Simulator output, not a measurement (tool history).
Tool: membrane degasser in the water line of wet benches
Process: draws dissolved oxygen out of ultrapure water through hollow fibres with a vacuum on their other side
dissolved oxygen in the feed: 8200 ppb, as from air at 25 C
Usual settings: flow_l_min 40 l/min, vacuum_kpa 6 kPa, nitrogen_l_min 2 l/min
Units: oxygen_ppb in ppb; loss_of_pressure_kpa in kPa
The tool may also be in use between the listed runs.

run	day	flow_l_min	vacuum_kpa	nitrogen_l_min	oxygen_ppb	loss_of_pressure_kpa
1	0	40	6	2	127.2	38.68
2	1.738	40	6	2	127.7	38.51
3	3.208	61	6	2	196.7	58.66
4	4.608	61	6	2	195.8	58.99
5	6.979	28	6	2	90.7	27.05
6	8.358	28	6	2	91.4	27.08
7	10.292	40	5.03	2	86.8	38.31
8	11.588	40	5.03	2	86	38.39
9	12.833	40	6	2	127.8	38.82
10	14.738	40	9.11	2	262.8	38.64
11	15.942	40	6	1.79	142	38.73
12	17.596	40	5.43	2	104	38.84
13	18.858	40	5.43	2	104.2	38.91
14	21.217	40	6	2	126.5	38.91
15	23.096	40	6	2	129	38.66
16	25.15	40	6	2	127.1	38.57
17	27.233	40	6	0.87	251.7	38.69
18	28.504	25	6	0.87	169.8	24.24
19	30.292	28	7.52	2.69	106.6	27.04
20	31.567	28	7.52	3.08	93.5	27.22
21	33.792	28	7.52	3.08	94.4	27.09
22	34.954	28	7.52	3.08	94	27.24
23	37.129	28	7.52	3.08	94	27.14
24	38.492	35	12.59	1.2	546.9	34.05
25	39.554	35	12.59	1.2	547.4	33.84
26	41.808	35	12.59	1.2	558.9	33.92
27	44.158	35	4.18	0.83	85.5	33.79
28	45.583	35	4.18	0.83	83.7	33.66
29	47.35	32	4.18	0.83	77.8	30.67
30	48.542	26	12.4	5.64	103.1	24.81
31	50.729	25	12.4	2.15	245.5	24.1
32	52.658	30	9.57	2	218	28.84
33	54.062	30	9.57	2	213.5	29.74

Taken out of this log: 1 entry between the listed runs. Where each belongs, and how the hidden state differs across it:
Between runs 32 and 33: seals of the vacuum lines changed (day 53.188)
  air that leaks in behind the membrane, l/min: 0.0022 -> 0.002
